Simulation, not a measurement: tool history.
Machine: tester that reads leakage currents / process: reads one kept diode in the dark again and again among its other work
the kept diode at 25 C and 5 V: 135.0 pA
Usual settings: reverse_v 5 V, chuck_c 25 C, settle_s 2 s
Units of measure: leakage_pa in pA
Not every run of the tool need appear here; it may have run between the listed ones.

run 1 hour=0 | reverse_v=5 chuck_c=25 settle_s=2 | leakage_pa=135.58
run 2 hour=67.8 | reverse_v=2.22 chuck_c=25 settle_s=2 | leakage_pa=93.17
-- hour=107.5 probe card cleaned and baked
run 3 hour=114.3 | reverse_v=5 chuck_c=25 settle_s=2 | leakage_pa=135.1
run 4 hour=179.9 | reverse_v=8.15 chuck_c=25 settle_s=2 | leakage_pa=169.93
run 5 hour=243.5 | reverse_v=8.15 chuck_c=25 settle_s=2 | leakage_pa=169.72
run 6 hour=278.2 | reverse_v=8.15 chuck_c=25 settle_s=2 | leakage_pa=168.75
run 7 hour=338.9 | reverse_v=8.15 chuck_c=25 settle_s=2 | leakage_pa=169.12
run 8 hour=393.8 | reverse_v=5 chuck_c=25 settle_s=2 | leakage_pa=135.64
run 9 hour=434.5 | reverse_v=5 chuck_c=25 settle_s=2 | leakage_pa=136.15
run 10 hour=495.7 | reverse_v=5 chuck_c=25 settle_s=2 | leakage_pa=135.52
run 11 hour=531.3 | reverse_v=12.42 chuck_c=25 settle_s=2 | leakage_pa=206.16
run 12 hour=596 | reverse_v=12.42 chuck_c=25 settle_s=2 | leakage_pa=205.63
run 13 hour=648.2 | reverse_v=5 chuck_c=25 settle_s=2.06 | leakage_pa=135.43
run 14 hour=709.7 | reverse_v=5 chuck_c=25 settle_s=2.06 | leakage_pa=135.3
run 15 hour=739.1 | reverse_v=5 chuck_c=25 settle_s=2.06 | leakage_pa=135.97
run 16 hour=793.1 | reverse_v=5 chuck_c=25 settle_s=2.06 | leakage_pa=136.19
run 17 hour=831.5 | reverse_v=5 chuck_c=25 settle_s=0.55 | leakage_pa=137.6
run 18 hour=866.1 | reverse_v=5 chuck_c=25 settle_s=0.55 | leakage_pa=136.54
run 19 hour=896.7 | reverse_v=5 chuck_c=54 settle_s=2 | leakage_pa=1369.3
run 20 hour=961 | reverse_v=5 chuck_c=54 settle_s=2 | leakage_pa=1377.67
run 21 hour=1014.3 | reverse_v=5 chuck_c=54 settle_s=2 | leakage_pa=1370.5
run 22 hour=1075.3 | reverse_v=5 chuck_c=25 settle_s=0.3 | leakage_pa=138.53
run 23 hour=1135.9 | reverse_v=2.75 chuck_c=30 settle_s=9.07 | leakage_pa=158.36
run 24 hour=1207.5 | reverse_v=5 chuck_c=24 settle_s=1.99 | leakage_pa=124.83
run 25 hour=1264.3 | reverse_v=3.73 chuck_c=32 settle_s=0.33 | leakage_pa=216.02
run 26 hour=1308.1 | reverse_v=2.7 chuck_c=25 settle_s=2 | leakage_pa=101.89
run 27 hour=1352.2 | reverse_v=2.7 chuck_c=25 settle_s=2 | leakage_pa=102.56
run 28 hour=1401.6 | reverse_v=3.99 chuck_c=34 settle_s=6.94 | leakage_pa=262
run 29 hour=1437.6 | reverse_v=1.02 chuck_c=25 settle_s=2 | leakage_pa=65.66
run 30 hour=1504.2 | reverse_v=19.43 chuck_c=44 settle_s=2.43 | leakage_pa=1196.48
run 31 hour=1537.9 | reverse_v=19.43 chuck_c=44 settle_s=2.43 | leakage_pa=1208.81
-- hour=1547.7 probe card cleaned and baked
run 32 hour=1582.5 | reverse_v=14.84 chuck_c=42 settle_s=4.09 | leakage_pa=909.37
run 33 hour=1623.9 | reverse_v=1.48 chuck_c=46 settle_s=2.8 | leakage_pa=434.76
run 34 hour=1673.4 | reverse_v=1.48 chuck_c=27 settle_s=0.48 | leakage_pa=92.59
run 35 hour=1737 | reverse_v=1.83 chuck_c=27 settle_s=9.55 | leakage_pa=102.56
run 36 hour=1776.5 | reverse_v=1.83 chuck_c=27 settle_s=9.55 | leakage_pa=102.05
run 37 hour=1845.3 | reverse_v=1.83 chuck_c=27 settle_s=9.55 | leakage_pa=102.02
run 38 hour=1880.7 | reverse_v=18.67 chuck_c=52 settle_s=2.39 | leakage_pa=2152.46
run 39 hour=1922.1 | reverse_v=7.36 chuck_c=56 settle_s=2 | leakage_pa=1887.8
run 40 hour=1993.7 | reverse_v=1.63 chuck_c=25 settle_s=3.43 | leakage_pa=80.87
run 41 hour=2055.3 | reverse_v=5 chuck_c=36 settle_s=0.42 | leakage_pa=343.51

For some of the steps in leakage_pa from one run to the next: how much would appear even if the tool had no hidden state, given the settings, what came in and random variation, and how much remains for the hidden state plus any gauge scatter that the measured result and the result without hidden state don't share?
Hidden state present: stray current of the dirty probe card, pA a volt; current scale over the true one, %; true chuck temperature over the reading, C; drift of the gauge itself on leakage_pa, %.
Run 18 -> 19: chuck_c 25 -> 54, settle_s 0.55 -> 2. leakage_pa +1232.76 pA: hidden state +0.63, all else +1232.13.
Run 29 -> 30: reverse_v 1.02 -> 19.43, chuck_c 25 -> 44, settle_s 2 -> 2.43. leakage_pa +1130.82 pA: hidden state +1.22, all else +1129.6.
Run 37 -> 38: reverse_v 1.83 -> 18.67, chuck_c 27 -> 52, settle_s 9.55 -> 2.39. leakage_pa +2050.44 pA: hidden state +1.82, all else +2048.62.
Run 39 -> 40: reverse_v 7.36 -> 1.63, chuck_c 56 -> 25, settle_s 2 -> 3.43. leakage_pa -1806.93 pA: hidden state -1.56, all else -1805.37.

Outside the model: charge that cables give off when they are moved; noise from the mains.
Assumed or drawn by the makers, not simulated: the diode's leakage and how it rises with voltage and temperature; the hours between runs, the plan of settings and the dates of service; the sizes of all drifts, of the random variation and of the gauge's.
